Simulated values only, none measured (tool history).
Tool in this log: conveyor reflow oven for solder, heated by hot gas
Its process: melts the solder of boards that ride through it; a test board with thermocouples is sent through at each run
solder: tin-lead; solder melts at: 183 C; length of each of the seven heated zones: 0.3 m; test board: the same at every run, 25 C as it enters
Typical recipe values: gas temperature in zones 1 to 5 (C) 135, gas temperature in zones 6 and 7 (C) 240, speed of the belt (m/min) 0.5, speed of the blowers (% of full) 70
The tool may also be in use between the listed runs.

run	hour	gas temperature in zones 1 to 5 (C)	gas temperature in zones 6 and 7 (C)	speed of the belt (m/min)	speed of the blowers (% of full)	highest temperature of the board (C)	time above the solder's melting point (s)
1	0	135	240	0.5	70	218.4	53.1
2	10.5	135	241	0.5	70	218.9	53.6
3	19.8	145	240	0.5	70	220.4	58.1
4	33.1	135	240	0.411	70	225.1	70.8
5	47.7	135	240	0.411	70	225.3	70.9
6	55.7	135	240	0.411	70	225.1	70.7
7	69.5	135	240	0.411	70	224.9	70.8
8	80.8	135	240	0.411	70	225.1	71.1
9	91.9	135	240	0.411	70	225	71
10	100.7	135	240	0.411	70	224.7	70.7
11	108.2	135	240	0.411	70	225	71.3
12	118.1	135	240	0.5	70	218.1	52.7
13	124.6	135	237	0.5	70	215.9	50.8
14	132.1	135	237	0.5	72	216.2	51.4
# hour 139.1: flux residue cleaned out of gas plates and filters
15	143.7	135	237	0.5	72	216.6	51.7
16	153.4	135	248	0.5	72	226.3	58.3
17	159.7	135	248	0.5	72	226.2	57.9
18	167.5	135	248	0.5	72	225.8	57.9
19	179.5	135	248	0.5	72	225.6	58.1
20	191.2	135	248	0.5	72	225.5	57.8
21	201.1	135	248	0.5	72	226.1	57.8
22	208.2	130	240	0.5	58	212.7	45.4
23	221.3	126	240	0.5	52	208	40.7
24	228.5	135	240	0.557	70	214.6	43.9
25	241.7	127	240	0.557	63	209	37.2
26	254.1	130	235	0.408	70	220.5	65.8
27	262.3	121	255	0.475	64	227.6	58.1

Run 28 has not been measured yet. What should we expect?
28	275.1	130	250	0.572	70	?	?

highest temperature of the board (C): 219.5
time above the solder's melting point (s): 45.3
The same run, on a tool lacking any hidden state, would have yielded highest temperature of the board (C) 219.5, time above the solder's melting point (s) 45.2.
